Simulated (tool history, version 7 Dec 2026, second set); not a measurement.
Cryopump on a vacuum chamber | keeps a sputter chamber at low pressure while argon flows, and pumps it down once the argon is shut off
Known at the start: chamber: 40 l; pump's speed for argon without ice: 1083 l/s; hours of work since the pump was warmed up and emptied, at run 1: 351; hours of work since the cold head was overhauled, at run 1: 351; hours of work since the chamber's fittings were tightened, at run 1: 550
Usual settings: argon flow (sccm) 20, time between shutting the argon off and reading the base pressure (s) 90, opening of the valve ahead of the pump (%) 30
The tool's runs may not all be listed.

run,hour,argon flow (sccm),time between shutting the argon off and reading the base pressure (s),opening of the valve ahead of the pump (%),hours of work since the pump was warmed up and emptied,hours of work since the cold head was overhauled,hours of work since the chamber's fittings were tightened,pressure while argon flows (Pa),pressure after the wait (uPa)
1,0.0,20,90,30,351,351,550,0.1063,1.49
2,71.2,20,51,30,394,394,593,0.1066,2.37
3,110.0,20,51,30,417,417,617,0.1067,2.43
4,147.6,20,51,30,440,440,639,0.1081,2.34
5,203.8,10,90,30,474,474,674,0.0534,1.51
6,281.0,10,90,30,521,521,720,0.0538,1.60
7,331.1,12,90,30,551,551,751,0.0647,1.55
8,369.1,12,90,30,575,575,774,0.0641,1.55
9,409.3,12,90,30,599,599,798,0.0645,1.64
10,456.0,12,90,30,627,627,827,0.0649,1.60
11,514.6,12,90,30,663,663,862,0.0645,1.64
12,552.2,20,53,30,686,686,885,0.1096,2.41
13,603.2,17,216,34,717,717,916,0.0822,0.97
14,657.8,14,45,30,750,750,949,0.0763,2.76
15,697.9,9,30,21,774,774,973,0.0691,3.90
16,740.7,18,44,30,800,800,999,0.0985,2.77
17,814.8,34,90,46,845,845,1044,0.1256,1.69
18,895.9,33,274,25,894,894,1093,0.2168,0.98
19,980.6,22,74,30,946,946,1145,0.1231,1.94
20,1056.9,21,61,19,992,992,1191,0.1778,2.25
# hour 1135.2: pump warmed up, emptied and cooled again
21,1137.7,13,47,18,2,1038,1237,0.1130,2.63

Forecast each of these 4 alternatives for the next run:
A,1186.3,13,47,28,31,1067,1267,?,?
B,1186.3,23,150,57,31,1067,1267,?,?
C,1186.3,13,68,19,31,1067,1267,?,?
D,1186.3,32,62,41,31,1067,1267,?,?

run,pressure while argon flows (Pa),pressure after the wait (uPa)
A,0.0740,2.59
B,0.0635,1.20
C,0.1067,2.01
D,0.1236,2.21
Without the tool's hidden state the same runs would have given:
run,pressure while argon flows (Pa),pressure after the wait (uPa)
A,0.0734,2.33
B,0.0624,0.93
C,0.1061,1.74
D,0.1221,1.94
